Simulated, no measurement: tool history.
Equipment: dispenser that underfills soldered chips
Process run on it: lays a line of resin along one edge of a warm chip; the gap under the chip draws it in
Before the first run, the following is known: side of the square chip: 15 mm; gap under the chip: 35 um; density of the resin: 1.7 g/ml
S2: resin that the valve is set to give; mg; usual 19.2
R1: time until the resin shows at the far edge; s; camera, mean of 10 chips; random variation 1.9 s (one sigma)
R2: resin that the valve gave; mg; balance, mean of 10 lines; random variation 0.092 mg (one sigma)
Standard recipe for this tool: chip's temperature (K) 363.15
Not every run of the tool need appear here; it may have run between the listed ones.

Run 1, hour 0: usual settings. Result: R1 183.6 s, R2 18.82 mg.
Run 2, hour 10.2: usual settings. Result: R1 195.7 s, R2 18.96 mg.
Run 3, hour 26.2: usual settings. Result: R1 191.1 s, R2 18.59 mg.
Run 4, hour 33.4: usual settings. Result: R1 187.8 s, R2 18.65 mg.
Run 5, hour 48.7: usual settings. Result: R1 192 s, R2 18.41 mg.
Run 6, hour 56.8: usual settings but S2 23.2 mg. Result: R1 179.4 s, R2 22.04 mg.
Run 7, hour 65.8: usual settings but S2 23.2 mg. Result: R1 180.7 s, R2 23.26 mg.
Run 8, hour 82.9: usual settings but S2 19.9 mg. Result: R1 186.6 s, R2 19.81 mg.
Run 9, hour 94.2: usual settings but S2 19.9 mg. Result: R1 206.4 s, R2 19.79 mg.
Run 10, hour 108.8: usual settings but S2 19.9 mg. Result: R1 196.7 s, R2 19.69 mg.
Run 11, hour 121.9: usual settings but S2 19.9 mg. Result: R1 185.2 s, R2 19.22 mg.
Run 12, hour 130.4: usual settings but chip's temperature (K) 349.15. Result: R1 323.6 s, R2 18.76 mg.
Run 13, hour 139.5: usual settings but chip's temperature (K) 349.15. Result: R1 335.8 s, R2 18.69 mg.
Run 14, hour 157.1: usual settings but S2 19.9 mg. Result: R1 206.5 s, R2 19.04 mg.
Run 15, hour 171.2: usual settings but S2 22.3 mg. Result: R1 197.7 s, R2 21.51 mg.
Run 16, hour 185.8: usual settings but chip's temperature (K) 364.15. Result: R1 186.2 s, R2 19.22 mg.
Run 17, hour 198: usual settings but chip's temperature (K) 358.15, S2 22.8 mg. Result: R1 204.8 s, R2 22.53 mg.
Run 18, hour 213: usual settings but chip's temperature (K) 372.15, S2 16.8 mg. Result: R1 133.5 s, R2 16.51 mg.
Run 19, hour 227.3: usual settings but chip's temperature (K) 364.15, S2 21.1 mg. Result: R1 196 s, R2 20.73 mg.
Run 20, hour 242.3: usual settings but chip's temperature (K) 378.15, S2 21.1 mg. Result: R1 116.4 s, R2 20.7 mg.
Run 21, hour 253.4: usual settings but chip's temperature (K) 348.15, S2 17.9 mg. Result: R1 321 s, R2 17.47 mg.
Run 22, hour 262.9: usual settings but chip's temperature (K) 352.15, S2 20.1 mg. Result: R1 280.1 s, R2 19.31 mg.
Run 23, hour 275.3: usual settings but S2 23.8 mg. Result: R1 169.8 s, R2 23.05 mg.
Run 24, hour 292.8: usual settings but S2 23.8 mg. Result: R1 172.8 s, R2 22.68 mg.
Run 25, hour 306.3: usual settings but chip's temperature (K) 364.15, S2 20.7 mg. Result: R1 186.8 s, R2 20.78 mg.
Run 26, hour 321: usual settings but S2 17.7 mg. Result: R1 193 s, R2 17.68 mg.
Run 27, hour 329.3: usual settings but chip's temperature (K) 360.15, S2 22.4 mg. Result: R1 209.8 s, R2 22.31 mg.
Run 28, hour 342.1: usual settings but chip's temperature (K) 354.15, S2 19.8 mg. Result: R1 253.2 s, R2 19.46 mg.
Run 29, hour 349.5: usual settings but chip's temperature (K) 353.15, S2 17.3 mg. Result: R1 269.2 s, R2 17.13 mg.
Run 30, hour 358.6: usual settings but chip's temperature (K) 353.15, S2 17.3 mg. Result: R1 291.4 s, R2 16.91 mg.
Run 31, hour 374: usual settings but chip's temperature (K) 355.15, S2 24.8 mg. Result: R1 252.9 s, R2 24.17 mg.

Put back what was entered between runs (50 entries, withheld): which listed runs does each sit between, and how does the hidden state differ from the listed run before to the listed run after?
In the gap between runs 1 and 2: new syringe of resin (hour 7.4)
  resin's viscosity, % of fresh resin's: 101 -> 107; dose that the valve gives, % of what is set: 98.01 -> 97.63; true chip temperature over the reading, C: 1.33 -> 1.39
  measured less the result without the state, R1: -6.8 -> +4 s; R2: -0.39 -> -0.46 mg
In the gap between runs 2 and 3: new syringe of resin (hour 14.9); new syringe of resin (hour 23)
  resin's viscosity, % of fresh resin's: 107 -> 108.1; dose that the valve gives, % of what is set: 97.63 -> 97.02; true chip temperature over the reading, C: 1.39 -> 1.46
  measured less the result without the state, R1: +4 -> +5.6 s; R2: -0.46 -> -0.57 mg
In the gap between runs 3 and 4: new syringe of resin (hour 31.6)
  resin's viscosity, % of fresh resin's: 108.1 -> 104.7; dose that the valve gives, % of what is set: 97.02 -> 96.74; true chip temperature over the reading, C: 1.46 -> 1.5
  measured less the result without the state, R1: +5.6 -> -0.5 s; R2: -0.57 -> -0.63 mg
In the gap between runs 4 and 5: new syringe of resin (hour 39.5); new syringe of resin (hour 47.9)
  resin's viscosity, % of fresh resin's: 104.7 -> 104.2; dose that the valve gives, % of what is set: 96.74 -> 96.09; true chip temperature over the reading, C: 1.5 -> 1.57
  measured less the result without the state, R1: -0.5 -> -1.7 s; R2: -0.63 -> -0.74 mg
In the gap between runs 5 and 6: new syringe of resin (hour 55.9)
  resin's viscosity, % of fresh resin's: 104.2 -> 102.6; dose that the valve gives, % of what is set: 96.09 -> 95.8; true chip temperature over the reading, C: 1.57 -> 1.6
  measured less the result without the state, R1: -1.7 -> -5.5 s; R2: -0.74 -> -0.97 mg
In the gap between runs 6 and 7: new syringe of resin (hour 63.8); dispensing valve cleaned and set on the balance (hour 65.5)
  resin's viscosity, % of fresh resin's: 102.6 -> 104.2; dose that the valve gives, % of what is set: 95.8 -> 100.11; true chip temperature over the reading, C: 1.6 -> 1.64
  measured less the result without the state, R1: -5.5 -> -3.6 s; R2: -0.97 -> +0.02 mg
In the gap between runs 7 and 8: new syringe of resin (hour 73.3); new syringe of resin (hour 81.1)
  resin's viscosity, % of fresh resin's: 104.2 -> 104.8; dose that the valve gives, % of what is set: 100.11 -> 99.38; true chip temperature over the reading, C: 1.64 -> 1.72
  measured less the result without the state, R1: -3.6 -> -3 s; R2: +0.02 -> -0.12 mg
In the gap between runs 8 and 9: new syringe of resin (hour 88.5)
  resin's viscosity, % of fresh resin's: 104.8 -> 117.8; dose that the valve gives, % of what is set: 99.38 -> 98.92; true chip temperature over the reading, C: 1.72 -> 1.78
  measured less the result without the state, R1: -3 -> +19.5 s; R2: -0.12 -> -0.22 mg
In the gap between runs 9 and 10: new syringe of resin (hour 96.9); new syringe of resin (hour 104.2)
  resin's viscosity, % of fresh resin's: 117.8 -> 111.8; dose that the valve gives, % of what is set: 98.92 -> 98.33; true chip temperature over the reading, C: 1.78 -> 1.84
  measured less the result without the state, R1: +19.5 -> +8.7 s; R2: -0.22 -> -0.33 mg
In the gap between runs 10 and 11: new syringe of resin (hour 112.1); new syringe of resin (hour 119.6)
  resin's viscosity, % of fresh resin's: 111.8 -> 105.5; dose that the valve gives, % of what is set: 98.33 -> 97.83; true chip temperature over the reading, C: 1.84 -> 1.9
  measured less the result without the state, R1: +8.7 -> -2.5 s; R2: -0.33 -> -0.43 mg
In the gap between runs 11 and 12: new syringe of resin (hour 128)
  resin's viscosity, % of fresh resin's: 105.5 -> 106.5; dose that the valve gives, % of what is set: 97.83 -> 97.47; true chip temperature over the reading, C: 1.9 -> 1.95
  measured less the result without the state, R1: -2.5 -> -3.2 s; R2: -0.43 -> -0.49 mg
In the gap between runs 12 and 13: new syringe of resin (hour 135.4)
  resin's viscosity, % of fresh resin's: 106.5 -> 112; dose that the valve gives, % of what is set: 97.47 -> 97.07; true chip temperature over the reading, C: 1.95 -> 1.99
  measured less the result without the state, R1: -3.2 -> +13.1 s; R2: -0.49 -> -0.56 mg
In the gap between runs 13 and 14: new syringe of resin (hour 143); new syringe of resin (hour 150.8)
  resin's viscosity, % of fresh resin's: 112 -> 117.8; dose that the valve gives, % of what is set: 97.07 -> 96.35; true chip temperature over the reading, C: 1.99 -> 2.08
  measured less the result without the state, R1: +13.1 -> +18.4 s; R2: -0.56 -> -0.72 mg
In the gap between runs 14 and 15: new syringe of resin (hour 158.7); new syringe of resin (hour 166.1)
  resin's viscosity, % of fresh resin's: 117.8 -> 114.8; dose that the valve gives, % of what is set: 96.35 -> 95.75; true chip temperature over the reading, C: 2.08 -> 2.14
  measured less the result without the state, R1: +18.4 -> +12.1 s; R2: -0.72 -> -0.96 mg
In the gap between runs 15 and 16: new syringe of resin (hour 173.8); new syringe of resin (hour 181); dispensing valve cleaned and set on the balance (hour 184.8)
  resin's viscosity, % of fresh resin's: 114.8 -> 111.3; dose that the valve gives, % of what is set: 95.75 -> 99.9; true chip temperature over the reading, C: 2.14 -> 2.21
  measured less the result without the state, R1: +12.1 -> +4.7 s; R2: -0.96 -> -0.02 mg
In the gap between runs 16 and 17: new syringe of resin (hour 189.9); new syringe of resin (hour 197.8)
  resin's viscosity, % of fresh resin's: 111.3 -> 99.5; dose that the valve gives, % of what is set: 99.9 -> 99.41; true chip temperature over the reading, C: 2.21 -> 2.27
  measured less the result without the state, R1: +4.7 -> -19.5 s; R2: -0.02 -> -0.14 mg
In the gap between runs 17 and 18: new syringe of resin (hour 205.4); new syringe of resin (hour 213)
  resin's viscosity, % of fresh resin's: 99.5 -> 100.7; dose that the valve gives, % of what is set: 99.41 -> 98.8; true chip temperature over the reading, C: 2.27 -> 2.33
  measured less the result without the state, R1: -19.5 -> -9.8 s; R2: -0.14 -> -0.2 mg
In the gap between runs 18 and 19: new syringe of resin (hour 220.4)
  resin's viscosity, % of fresh resin's: 100.7 -> 118.1; dose that the valve gives, % of what is set: 98.8 -> 98.22; true chip temperature over the reading, C: 2.33 -> 2.4
  measured less the result without the state, R1: -9.8 -> +15 s; R2: -0.2 -> -0.38 mg
In the gap between runs 19 and 20: new syringe of resin (hour 228.5); new syringe of resin (hour 236.4)
  resin's viscosity, % of fresh resin's: 118.1 -> 116.1; dose that the valve gives, % of what is set: 98.22 -> 97.6; true chip temperature over the reading, C: 2.4 -> 2.47
  measured less the result without the state, R1: +15 -> +7.6 s; R2: -0.38 -> -0.51 mg
In the gap between runs 20 and 21: new syringe of resin (hour 244); new syringe of resin (hour 252.2)
  resin's viscosity, % of fresh resin's: 116.1 -> 102.5; dose that the valve gives, % of what is set: 97.6 -> 97.12; true chip temperature over the reading, C: 2.47 -> 2.52
  measured less the result without the state, R1: +7.6 -> -22.9 s; R2: -0.51 -> -0.51 mg
In the gap between runs 21 and 22: new syringe of resin (hour 259.8)
  resin's viscosity, % of fresh resin's: 102.5 -> 109; dose that the valve gives, % of what is set: 97.12 -> 96.72; true chip temperature over the reading, C: 2.52 -> 2.57
  measured less the result without the state, R1: -22.9 -> -2.7 s; R2: -0.51 -> -0.65 mg
In the gap between runs 22 and 23: new syringe of resin (hour 267.9); new syringe of resin (hour 275.3)
  resin's viscosity, % of fresh resin's: 109 -> 103; dose that the valve gives, % of what is set: 96.72 -> 96.24; true chip temperature over the reading, C: 2.57 -> 2.62
  measured less the result without the state, R1: -2.7 -> -11.5 s; R2: -0.65 -> -0.9 mg
In the gap between runs 23 and 24: new syringe of resin (hour 282.6); new syringe of resin (hour 290.9)
  resin's viscosity, % of fresh resin's: 103 -> 103.8; dose that the valve gives, % of what is set: 96.24 -> 95.52; true chip temperature over the reading, C: 2.62 -> 2.7
  measured less the result without the state, R1: -11.5 -> -10.7 s; R2: -0.9 -> -1.07 mg
In the gap between runs 24 and 25: new syringe of resin (hour 299.6); dispensing valve cleaned and set on the balance (hour 304.6)
  resin's viscosity, % of fresh resin's: 103.8 -> 116.7; dose that the valve gives, % of what is set: 95.52 -> 99.87; true chip temperature over the reading, C: 2.7 -> 2.76
  measured less the result without the state, R1: -10.7 -> +9.6 s; R2: -1.07 -> -0.02 mg
In the gap between runs 25 and 26: new syringe of resin (hour 308.9); new syringe of resin (hour 317.1)
  resin's viscosity, % of fresh resin's: 116.7 -> 111.4; dose that the valve gives, % of what is set: 99.87 -> 99.32; true chip temperature over the reading, C: 2.76 -> 2.83
  measured less the result without the state, R1: +9.6 -> +0.9 s; R2: -0.02 -> -0.12 mg
In the gap between runs 26 and 27: new syringe of resin (hour 324.6)
  dose that the valve gives, % of what is set: 99.32 -> 98.97; true chip temperature over the reading, C: 2.83 -> 2.87
  measured less the result without the state, R1: +0.9 -> +0 s; R2: -0.12 -> -0.23 mg
In the gap between runs 27 and 28: new syringe of resin (hour 332.1); new syringe of resin (hour 339.4)
  resin's viscosity, % of fresh resin's: 111.4 -> 107; dose that the valve gives, % of what is set: 98.97 -> 98.44; true chip temperature over the reading, C: 2.87 -> 2.93
  measured less the result without the state, R1: +0 -> -11.4 s; R2: -0.23 -> -0.31 mg
In the gap between runs 28 and 29: new syringe of resin (hour 346.6)
  resin's viscosity, % of fresh resin's: 107 -> 107.7; dose that the valve gives, % of what is set: 98.44 -> 98.1; true chip temperature over the reading, C: 2.93 -> 2.96
  measured less the result without the state, R1: -11.4 -> -9.9 s; R2: -0.31 -> -0.33 mg
In the gap between runs 29 and 30: new syringe of resin (hour 354)
  resin's viscosity, % of fresh resin's: 107.7 -> 113.5; dose that the valve gives, % of what is set: 98.1 -> 97.73; true chip temperature over the reading, C: 2.96 -> 3.01
  measured less the result without the state, R1: -9.9 -> +4.6 s; R2: -0.33 -> -0.4 mg
In the gap between runs 30 and 31: new syringe of resin (hour 361.3); new syringe of resin (hour 369.5)
  resin's viscosity, % of fresh resin's: 113.5 -> 113.1; dose that the valve gives, % of what is set: 97.73 -> 97.06; true chip temperature over the reading, C: 3.01 -> 3.08
  measured less the result without the state, R1: +4.6 -> +1.3 s; R2: -0.4 -> -0.74 mg
